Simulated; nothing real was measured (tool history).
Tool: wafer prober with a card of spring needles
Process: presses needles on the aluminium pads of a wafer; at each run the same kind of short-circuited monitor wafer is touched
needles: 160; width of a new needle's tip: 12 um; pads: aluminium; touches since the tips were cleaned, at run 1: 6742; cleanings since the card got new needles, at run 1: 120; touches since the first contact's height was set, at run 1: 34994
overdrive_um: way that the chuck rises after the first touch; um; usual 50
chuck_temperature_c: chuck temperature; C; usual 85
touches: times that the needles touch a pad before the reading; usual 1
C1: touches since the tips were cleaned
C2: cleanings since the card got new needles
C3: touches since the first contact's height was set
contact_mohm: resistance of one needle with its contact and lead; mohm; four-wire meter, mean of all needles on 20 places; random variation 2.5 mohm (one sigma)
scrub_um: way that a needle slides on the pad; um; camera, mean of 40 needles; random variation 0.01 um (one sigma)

{"run": 1, "day": 0.0, "overdrive_um": 50, "chuck_temperature_c": 85, "touches": 1, "C1": 6742, "C2": 120, "C3": 34994, "contact_mohm": 505, "scrub_um": 6.73}
{"day": 0.125, "done": "tips cleaned on abrasive film"}
{"day": 0.746, "done": "tips cleaned on abrasive film"}
{"day": 1.362, "done": "tips cleaned on abrasive film"}
{"run": 2, "day": 1.55, "overdrive_um": 50, "chuck_temperature_c": 85, "touches": 1, "C1": 3345, "C2": 123, "C3": 62242, "contact_mohm": 476, "scrub_um": 6.71}
{"day": 1.925, "done": "tips cleaned on abrasive film"}
{"day": 2.542, "done": "tips cleaned on abrasive film"}
{"day": 3.038, "done": "tips cleaned on abrasive film"}
{"day": 3.542, "done": "tips cleaned on abrasive film"}
{"run": 3, "day": 3.542, "overdrive_um": 50, "chuck_temperature_c": 85, "touches": 1, "C1": 0, "C2": 127, "C3": 97194, "contact_mohm": 302, "scrub_um": 6.65}
{"day": 4.146, "done": "tips cleaned on abrasive film"}
{"day": 4.404, "done": "height of the first contact set anew"}
{"day": 4.771, "done": "tips cleaned on abrasive film"}
{"day": 5.267, "done": "tips cleaned on abrasive film"}
{"run": 4, "day": 5.292, "overdrive_um": 50, "chuck_temperature_c": 85, "touches": 1, "C1": 450, "C2": 130, "C3": 15565, "contact_mohm": 344, "scrub_um": 6.55}
{"day": 5.783, "done": "tips cleaned on abrasive film"}
{"day": 6.388, "done": "tips cleaned on abrasive film"}
{"run": 5, "day": 6.396, "overdrive_um": 50, "chuck_temperature_c": 85, "touches": 1, "C1": 163, "C2": 132, "C3": 34997, "contact_mohm": 325, "scrub_um": 6.54}
{"day": 7.004, "done": "tips cleaned on abrasive film"}
{"day": 7.621, "done": "tips cleaned on abrasive film"}
{"day": 8.233, "done": "tips cleaned on abrasive film"}
{"day": 8.833, "done": "tips cleaned on abrasive film"}
{"run": 6, "day": 9.0, "overdrive_um": 50, "chuck_temperature_c": 85, "touches": 1, "C1": 2939, "C2": 136, "C3": 80747, "contact_mohm": 493, "scrub_um": 6.5}
{"day": 9.362, "done": "tips cleaned on abrasive film"}
{"day": 9.983, "done": "tips cleaned on abrasive film"}
{"day": 10.55, "done": "tips cleaned on abrasive film"}
{"run": 7, "day": 10.55, "overdrive_um": 50, "chuck_temperature_c": 85, "touches": 1, "C1": 0, "C2": 139, "C3": 107973, "contact_mohm": 301, "scrub_um": 6.46}
{"day": 10.808, "done": "height of the first contact set anew"}
{"day": 11.179, "done": "tips cleaned on abrasive film"}
{"day": 11.796, "done": "tips cleaned on abrasive film"}
{"run": 8, "day": 12.079, "overdrive_um": 50, "chuck_temperature_c": 85, "touches": 1, "C1": 5001, "C2": 141, "C3": 22387, "contact_mohm": 497, "scrub_um": 6.77}
{"day": 12.329, "done": "tips cleaned on abrasive film"}
{"day": 12.942, "done": "tips cleaned on abrasive film"}
{"day": 13.554, "done": "tips cleaned on abrasive film"}
{"day": 14.171, "done": "tips cleaned on abrasive film"}
{"run": 9, "day": 14.621, "overdrive_um": 50, "chuck_temperature_c": 85, "touches": 1, "C1": 7996, "C2": 145, "C3": 67090, "contact_mohm": 525, "scrub_um": 6.69}
{"day": 14.75, "done": "tips cleaned on abrasive film"}
{"day": 15.362, "done": "height of the first contact set anew, once more"}
{"day": 15.367, "done": "tips cleaned on abrasive film"}
{"day": 15.988, "done": "tips cleaned on abrasive film"}
{"run": 10, "day": 16.462, "overdrive_um": 50, "chuck_temperature_c": 85, "touches": 1, "C1": 8461, "C2": 148, "C3": 19327, "contact_mohm": 537, "scrub_um": 6.75}
{"day": 16.583, "done": "tips cleaned on abrasive film"}
{"day": 17.192, "done": "tips cleaned on abrasive film"}
{"day": 17.808, "done": "tips cleaned on abrasive film"}
{"day": 18.425, "done": "tips cleaned on abrasive film"}
{"run": 11, "day": 18.529, "overdrive_um": 50, "chuck_temperature_c": 85, "touches": 1, "C1": 1807, "C2": 152, "C3": 55574, "contact_mohm": 415, "scrub_um": 6.7}
{"day": 19.021, "done": "tips cleaned on abrasive film"}
{"day": 19.625, "done": "tips cleaned on abrasive film"}
{"run": 12, "day": 20.067, "overdrive_um": 50, "chuck_temperature_c": 85, "touches": 1, "C1": 7820, "C2": 154, "C3": 82676, "contact_mohm": 555, "scrub_um": 6.66}
{"day": 20.196, "done": "tips cleaned on abrasive film"}
{"day": 20.808, "done": "tips cleaned on abrasive film"}
{"day": 21.412, "done": "tips cleaned on abrasive film"}
{"day": 21.792, "done": "height of the first contact set anew"}
{"run": 13, "day": 21.862, "overdrive_um": 50, "chuck_temperature_c": 85, "touches": 1, "C1": 7694, "C2": 157, "C3": 1216, "contact_mohm": 543, "scrub_um": 6.78}
{"day": 21.988, "done": "tips cleaned on abrasive film"}
{"day": 22.604, "done": "tips cleaned on abrasive film"}
{"day": 23.221, "done": "tips cleaned on abrasive film"}
{"day": 23.838, "done": "tips cleaned on abrasive film"}
{"run": 14, "day": 24.304, "overdrive_um": 36, "chuck_temperature_c": 85, "touches": 1, "C1": 8280, "C2": 161, "C3": 44208, "contact_mohm": 781, "scrub_um": 4.83}
{"day": 24.433, "done": "tips cleaned on abrasive film"}
{"day": 25.05, "done": "tips cleaned on abrasive film"}
{"day": 25.667, "done": "tips cleaned on abrasive film"}
{"run": 15, "day": 25.733, "overdrive_um": 50, "chuck_temperature_c": 80, "touches": 1, "C1": 1169, "C2": 164, "C3": 69223, "contact_mohm": 407, "scrub_um": 6.67}
{"day": 26.221, "done": "tips cleaned on abrasive film"}
{"day": 26.838, "done": "tips cleaned on abrasive film"}
{"run": 16, "day": 26.967, "overdrive_um": 50, "chuck_temperature_c": 80, "touches": 1, "C1": 2296, "C2": 166, "C3": 90979, "contact_mohm": 484, "scrub_um": 6.66}
{"day": 27.342, "done": "tips cleaned on abrasive film"}
{"day": 27.946, "done": "tips cleaned on abrasive film"}
{"run": 17, "day": 28.079, "overdrive_um": 50, "chuck_temperature_c": 80, "touches": 1, "C1": 2358, "C2": 168, "C3": 110463, "contact_mohm": 463, "scrub_um": 6.6}
{"day": 28.2, "done": "height of the first contact set anew"}
{"day": 28.575, "done": "tips cleaned on abrasive film"}
{"day": 29.188, "done": "tips cleaned on abrasive film"}
{"day": 29.8, "done": "tips cleaned on abrasive film"}
{"day": 30.417, "done": "tips cleaned on abrasive film"}
{"run": 18, "day": 30.479, "overdrive_um": 50, "chuck_temperature_c": 80, "touches": 1, "C1": 1087, "C2": 172, "C3": 40010, "contact_mohm": 394, "scrub_um": 6.71}
{"day": 30.967, "done": "tips cleaned on abrasive film"}
{"day": 31.583, "done": "tips cleaned on abrasive film"}
{"day": 32.204, "done": "tips cleaned on abrasive film"}
{"run": 19, "day": 32.5, "overdrive_um": 50, "chuck_temperature_c": 48, "touches": 1, "C1": 5294, "C2": 175, "C3": 75614, "contact_mohm": 555, "scrub_um": 6.66}
{"day": 32.75, "done": "tips cleaned on abrasive film"}
{"day": 33.371, "done": "tips cleaned on abrasive film"}
{"day": 33.988, "done": "tips cleaned on abrasive film"}
{"day": 34.592, "done": "tips cleaned on abrasive film"}
{"day": 34.604, "done": "height of the first contact set anew"}
{"run": 20, "day": 34.658, "overdrive_um": 65, "chuck_temperature_c": 31, "touches": 1, "C1": 957, "C2": 179, "C3": 957, "contact_mohm": 330, "scrub_um": 8.81}
{"day": 35.15, "done": "tips cleaned on abrasive film"}
{"day": 35.646, "done": "tips cleaned on abrasive film"}
{"day": 36.254, "done": "tips cleaned on abrasive film"}
{"run": 21, "day": 36.388, "overdrive_um": 44, "chuck_temperature_c": 97, "touches": 1, "C1": 2423, "C2": 182, "C3": 31404, "contact_mohm": 531, "scrub_um": 5.89}
{"day": 36.762, "done": "tips cleaned on abrasive film"}
{"day": 37.367, "done": "tips cleaned on abrasive film"}
{"day": 37.971, "done": "tips cleaned on abrasive film"}
{"day": 38.588, "done": "tips cleaned on abrasive film"}
{"run": 22, "day": 38.825, "overdrive_um": 44, "chuck_temperature_c": 97, "touches": 1, "C1": 4156, "C2": 186, "C3": 74202, "contact_mohm": 607, "scrub_um": 5.86}
{"day": 39.183, "done": "tips cleaned on abrasive film"}
{"day": 39.775, "done": "tips cleaned on abrasive film"}
{"day": 40.271, "done": "tips cleaned on abrasive film"}
{"run": 23, "day": 40.688, "overdrive_um": 46, "chuck_temperature_c": 27, "touches": 1, "C1": 7403, "C2": 189, "C3": 106989, "contact_mohm": 659, "scrub_um": 6.06}
{"day": 40.812, "done": "tips cleaned on abrasive film"}
{"day": 40.95, "done": "height of the first contact set anew"}
{"day": 41.446, "done": "tips cleaned on abrasive film"}
{"day": 42.054, "done": "tips cleaned on abrasive film"}
{"day": 42.604, "done": "tips cleaned on abrasive film"}
{"run": 24, "day": 42.604, "overdrive_um": 46, "chuck_temperature_c": 27, "touches": 1, "C1": 0, "C2": 193, "C3": 29068, "contact_mohm": 308, "scrub_um": 6.2}
{"day": 43.221, "done": "tips cleaned on abrasive film"}
{"day": 43.825, "done": "tips cleaned on abrasive film"}
{"day": 44.442, "done": "tips cleaned on abrasive film"}
{"day": 45.042, "done": "tips cleaned on abrasive film"}
{"run": 25, "day": 45.254, "overdrive_um": 46, "chuck_temperature_c": 27, "touches": 1, "C1": 3768, "C2": 197, "C3": 75662, "contact_mohm": 579, "scrub_um": 6.14}
{"day": 45.625, "done": "tips cleaned on abrasive film"}
{"day": 46.242, "done": "tips cleaned on abrasive film"}
{"run": 26, "day": 46.729, "overdrive_um": 46, "chuck_temperature_c": 27, "touches": 1, "C1": 8580, "C2": 199, "C3": 101629, "contact_mohm": 676, "scrub_um": 6.12}
{"day": 46.854, "done": "tips cleaned on abrasive film"}
{"day": 47.358, "done": "height of the first contact set anew"}
{"day": 47.483, "done": "tips cleaned on abrasive film"}
{"day": 48.104, "done": "tips cleaned on abrasive film"}
{"day": 48.6, "done": "tips cleaned on abrasive film"}
{"day": 49.212, "done": "tips cleaned on abrasive film"}
{"run": 27, "day": 49.212, "overdrive_um": 56, "chuck_temperature_c": 85, "touches": 1, "C1": 0, "C2": 204, "C3": 32491, "contact_mohm": 312, "scrub_um": 7.54}

Forecast each of these 3 alternatives for the next run:
{"day": 49.829, "done": "tips cleaned on abrasive film"}
{"day": 50.446, "done": "tips cleaned on abrasive film"}
{"run": "A", "day": 50.725, "overdrive_um": 45, "chuck_temperature_c": 97, "touches": 1, "C1": 4965, "C2": 206, "C3": 59188, "contact_mohm": "?", "scrub_um": "?"}
{"day": 49.829, "done": "tips cleaned on abrasive film"}
{"day": 50.446, "done": "tips cleaned on abrasive film"}
{"run": "B", "day": 50.725, "overdrive_um": 56, "chuck_temperature_c": 26, "touches": 1, "C1": 4965, "C2": 206, "C3": 59188, "contact_mohm": "?", "scrub_um": "?"}
{"day": 49.829, "done": "tips cleaned on abrasive film"}
{"day": 50.446, "done": "tips cleaned on abrasive film"}
{"run": "C", "day": 50.725, "overdrive_um": 40, "chuck_temperature_c": 85, "touches": 2, "C1": 4965, "C2": 206, "C3": 59188, "contact_mohm": "?", "scrub_um": "?"}

run=A contact_mohm=640 scrub_um=6.01
run=B contact_mohm=513 scrub_um=7.50
run=C contact_mohm=540 scrub_um=5.32
Without the tool's hidden state the same runs would have given:
run=A contact_mohm=290 scrub_um=6.10
run=B contact_mohm=261 scrub_um=7.59
run=C contact_mohm=278 scrub_um=5.42
